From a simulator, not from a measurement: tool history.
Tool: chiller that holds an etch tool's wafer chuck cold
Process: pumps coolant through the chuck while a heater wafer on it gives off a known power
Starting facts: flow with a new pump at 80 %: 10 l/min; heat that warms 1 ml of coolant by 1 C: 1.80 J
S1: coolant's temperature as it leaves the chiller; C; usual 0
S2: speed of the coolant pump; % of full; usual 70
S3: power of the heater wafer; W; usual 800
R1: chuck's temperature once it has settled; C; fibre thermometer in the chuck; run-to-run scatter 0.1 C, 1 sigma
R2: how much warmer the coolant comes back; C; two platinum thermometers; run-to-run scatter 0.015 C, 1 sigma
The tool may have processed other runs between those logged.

run	day	S1	S2	S3	R1	R2
1	0.000	0	70	800	11.6	3.08
2	2.062	0	70	800	11.7	3.09
3	3.683	0	70	649	9.4	2.49
4	7.071	0	70	649	9.4	2.54
5	9.596	0	70	649	9.5	2.51
6	12.317	0	70	649	9.6	2.52
7	15.729	0	70	896	13.1	3.48
8	18.175	0	70	896	13.2	3.49
9	21.396	0	60	896	14.4	4.04
10	24.567	0	60	896	14.5	4.06
11	27.079	0	60	896	14.7	4.06
12	30.392	0	60	896	14.5	4.07
13	34.346	0	70	929	13.8	3.60
14	38.350	0	77	1090	15.4	3.85
15	40.992	0	77	1090	15.4	3.84

Run 16 is up next; what results do you expect?
16	44.800	0	77	1090	?	?

{"run 16": {"R1": 15.2, "R2": 3.86}}
Without the tool's hidden state the same run would have given R1 13.2 C, R2 3.79 C.

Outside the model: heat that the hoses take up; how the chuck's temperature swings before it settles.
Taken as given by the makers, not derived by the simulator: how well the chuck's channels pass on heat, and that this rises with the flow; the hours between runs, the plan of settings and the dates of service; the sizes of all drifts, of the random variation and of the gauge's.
